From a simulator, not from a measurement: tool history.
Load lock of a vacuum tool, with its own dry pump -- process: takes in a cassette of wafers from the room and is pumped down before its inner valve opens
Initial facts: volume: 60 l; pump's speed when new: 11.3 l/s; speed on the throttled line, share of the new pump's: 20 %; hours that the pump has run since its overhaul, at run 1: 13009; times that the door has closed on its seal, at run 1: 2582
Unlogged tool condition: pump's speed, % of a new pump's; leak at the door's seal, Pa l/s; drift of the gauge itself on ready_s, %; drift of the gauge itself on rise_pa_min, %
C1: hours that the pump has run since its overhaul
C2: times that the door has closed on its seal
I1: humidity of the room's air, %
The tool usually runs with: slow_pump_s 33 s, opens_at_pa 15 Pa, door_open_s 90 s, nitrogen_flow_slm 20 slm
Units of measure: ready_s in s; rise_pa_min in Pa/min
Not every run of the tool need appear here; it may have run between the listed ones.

Run 1, hour 0: usual settings; C1 13009; C2 2582; I1 47.2. Result: ready_s 78.2 s, rise_pa_min 0.06 Pa/min.
Run 2, hour 198.9: usual settings; C1 13208; C2 3415; I1 48.7. Result: ready_s 77.4 s, rise_pa_min 0.065 Pa/min.
Run 3, hour 375.7: usual settings; C1 13385; C2 4156; I1 44.1. Result: ready_s 78.3 s, rise_pa_min 0.064 Pa/min.
Run 4, hour 721.6: usual settings but opens_at_pa 19 Pa; C1 13731; C2 5606; I1 47. Result: ready_s 77.6 s, rise_pa_min 0.069 Pa/min.
Run 5, hour 1026: usual settings but opens_at_pa 19 Pa; C1 14035; C2 6882; I1 42.9. Result: ready_s 77.4 s, rise_pa_min 0.067 Pa/min.
Run 6, hour 1199.5: usual settings but opens_at_pa 19 Pa; C1 14209; C2 7609; I1 46.8. Result: ready_s 77.4 s, rise_pa_min 0.074 Pa/min.
Run 7, hour 1469.4: usual settings but opens_at_pa 19 Pa; C1 14478; C2 8740; I1 43.3. Result: ready_s 77.4 s, rise_pa_min 0.077 Pa/min.
Run 8, hour 1681.2: usual settings but opens_at_pa 19 Pa; C1 14690; C2 9628; I1 43.1. Result: ready_s 77.5 s, rise_pa_min 0.08 Pa/min.
Run 9, hour 1996.4: usual settings but slow_pump_s 17 s, opens_at_pa 24 Pa; C1 15005; C2 10949; I1 44.7. Result: ready_s 64.5 s, rise_pa_min 0.086 Pa/min.
Run 10, hour 2300: usual settings but slow_pump_s 36 s, nitrogen_flow_slm 38 slm; C1 15309; C2 12221; I1 41.4. Result: ready_s 81.7 s, rise_pa_min 0.075 Pa/min.
Run 11, hour 2522.3: usual settings but slow_pump_s 54 s, door_open_s 155 s; C1 15531; C2 13153; I1 46.6. Result: ready_s 95.6 s, rise_pa_min 0.111 Pa/min.
Run 12, hour 2690: usual settings but slow_pump_s 46 s, nitrogen_flow_slm 8 slm; C1 15699; C2 13856; I1 42.9. Result: ready_s 88.9 s, rise_pa_min 0.114 Pa/min.
Run 13, hour 2942.9: usual settings but slow_pump_s 48 s; C1 15952; C2 14916; I1 42.5. Result: ready_s 91.4 s, rise_pa_min 0.11 Pa/min.
Run 14, hour 3096.2: usual settings but slow_pump_s 48 s; C1 16105; C2 15558; I1 46.2. Result: ready_s 91.7 s, rise_pa_min 0.116 Pa/min.
Run 15, hour 3310.7: usual settings but slow_pump_s 29 s, nitrogen_flow_slm 29 slm; C1 16320; C2 16457; I1 49.9. Result: ready_s 76.6 s, rise_pa_min 0.12 Pa/min.
Run 16, hour 3521.8: usual settings but opens_at_pa 11 Pa, nitrogen_flow_slm 29 slm; C1 16531; C2 17342; I1 47.1. Result: ready_s 81 s, rise_pa_min 0.116 Pa/min.

Consider 4 possible next runs. They are alternatives, not a sequence: every one starts from the tool as it was left by run 16. What does each give?
Run A, hour 3845.5: usual settings but slow_pump_s 21 s, nitrogen_flow_slm 9 slm; C1 16854; C2 18699; I1 45.5. Result: ready_s ?, rise_pa_min ?.
Run B, hour 3845.5: usual settings but opens_at_pa 14 Pa, door_open_s 93 s, nitrogen_flow_slm 5 slm; C1 16854; C2 18699; I1 46.2. Result: ready_s ?, rise_pa_min ?.
Run C, hour 3845.5: usual settings but door_open_s 94 s; C1 16854; C2 18699; I1 45.3. Result: ready_s ?, rise_pa_min ?.
Run D, hour 3845.5: usual settings but opens_at_pa 11 Pa, door_open_s 66 s, nitrogen_flow_slm 29 slm; C1 16854; C2 18699; I1 44. Result: ready_s ?, rise_pa_min ?.

run  ready_s  rise_pa_min
  A     70.9        0.151
  B     80.4        0.159
  C     79.7        0.142
  D       82        0.127
Had the tool no hidden state, the same runs would have come out as:
run  ready_s  rise_pa_min
  A     63.6        0.067
  B     73.4        0.072
  C     72.9        0.055
  D     74.9        0.041

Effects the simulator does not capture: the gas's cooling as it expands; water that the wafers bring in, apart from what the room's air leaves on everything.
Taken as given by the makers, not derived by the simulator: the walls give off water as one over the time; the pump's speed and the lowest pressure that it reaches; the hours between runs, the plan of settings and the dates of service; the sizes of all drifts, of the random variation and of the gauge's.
